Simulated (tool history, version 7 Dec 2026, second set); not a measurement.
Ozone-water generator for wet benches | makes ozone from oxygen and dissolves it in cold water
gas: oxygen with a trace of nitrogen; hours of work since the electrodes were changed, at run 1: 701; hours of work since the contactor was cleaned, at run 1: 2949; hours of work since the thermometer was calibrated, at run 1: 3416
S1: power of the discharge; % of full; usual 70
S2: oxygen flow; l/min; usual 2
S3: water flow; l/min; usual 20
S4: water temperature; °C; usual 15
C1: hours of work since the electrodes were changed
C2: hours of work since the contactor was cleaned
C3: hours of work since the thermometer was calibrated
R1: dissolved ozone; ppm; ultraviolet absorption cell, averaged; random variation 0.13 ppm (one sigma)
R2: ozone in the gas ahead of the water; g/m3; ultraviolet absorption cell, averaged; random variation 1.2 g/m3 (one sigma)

run	hour	S1	S2	S3	S4	C1	C2	C3	R1	R2
1	0	70	2	20	15	701	2949	3416	13	212
2	55.1	70	2	20	15	738	2987	3453	13	207.3
3	109	70	1.13	20	15	774	3023	3490	11.8	304.7
4	154.9	70	1.13	20	15	805	3054	3521	11.8	303.7
5	195.4	70	1.13	20	15	833	3082	3548	11.9	304.8
6	256.3	70	1.13	20	15	874	3123	3590	11.7	300
7	311.6	70	1.13	20	15	911	3160	3627	12.1	303.5
# hour 318: water thermometer calibrated
8	362.9	70	1.13	20	15	946	3195	30	11.7	301.1
9	408.7	70	2	20	15	977	3226	61	13.1	208.3
10	466.6	47	2	20	15	1016	3265	101	9.2	147.1

Run 11 comes next. What will it give?
11	504.7	62	1.89	20	15	1042	3291	126	?	?

Run 11 gave R1 11.5 ppm, R2 193.9 g/m3.
Without the tool's hidden state the same run would have given R1 12.4 ppm, R2 203.3 g/m3.

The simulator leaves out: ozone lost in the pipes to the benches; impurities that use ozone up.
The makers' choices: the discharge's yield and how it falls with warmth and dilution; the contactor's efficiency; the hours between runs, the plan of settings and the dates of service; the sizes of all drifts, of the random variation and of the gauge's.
